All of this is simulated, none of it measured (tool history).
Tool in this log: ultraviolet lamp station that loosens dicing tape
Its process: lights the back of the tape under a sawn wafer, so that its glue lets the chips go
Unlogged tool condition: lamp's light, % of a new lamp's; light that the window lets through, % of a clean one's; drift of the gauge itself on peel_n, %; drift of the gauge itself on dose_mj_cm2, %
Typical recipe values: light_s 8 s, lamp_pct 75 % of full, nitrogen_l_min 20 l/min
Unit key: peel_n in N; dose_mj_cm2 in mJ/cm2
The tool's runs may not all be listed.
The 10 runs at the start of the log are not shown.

| run | hour | light_s | lamp_pct | nitrogen_l_min | hours of work of the lamp | hours of work since the window was cleaned | peel_n | dose_mj_cm2 |
|---|---|---|---|---|---|---|---|---|
| 11 | 195.2 | 8 | 75 | 20 | 791 | 23 | 2.092 | 369 |
| 12 | 222.3 | 8 | 75 | 20 | 810 | 42 | 2.223 | 362 |
| 13 | 234.4 | 8 | 75 | 20 | 819 | 51 | 2.197 | 360 |
| 14 | 249.8 | 8 | 75 | 20 | 830 | 62 | 2.246 | 357 |
| 15 | 277.4 | 8 | 65 | 20 | 849 | 81 | 2.887 | 307 |
| 16 | 292.6 | 8 | 65 | 20 | 860 | 92 | 2.898 | 309 |
| 17 | 310.7 | 8 | 63 | 20 | 873 | 105 | 3.016 | 297 |
| 18 | 332.6 | 12 | 63 | 20 | 888 | 120 | 1.581 | 435 |
| 19 | 352.8 | 8 | 71 | 20 | 903 | 135 | 2.734 | 320 |
| 20 | 380.4 | 5 | 61 | 10 | 922 | 154 | 5.904 | 176 |
| 21 | 404.9 | 8 | 75 | 34 | 940 | 172 | 2.141 | 337 |

Run 22 is up next; what results do you expect?
| 22 | 417.4 | 8 | 81 | 34 | 948 | 180 | ? | ? |

{"run 22": {"peel_n": 1.932, "dose_mj_cm2": 357}}
With the hidden condition absent and the run-to-run variation left alone, this run would have shown peel_n 0.851 N, dose_mj_cm2 529 mJ/cm2.

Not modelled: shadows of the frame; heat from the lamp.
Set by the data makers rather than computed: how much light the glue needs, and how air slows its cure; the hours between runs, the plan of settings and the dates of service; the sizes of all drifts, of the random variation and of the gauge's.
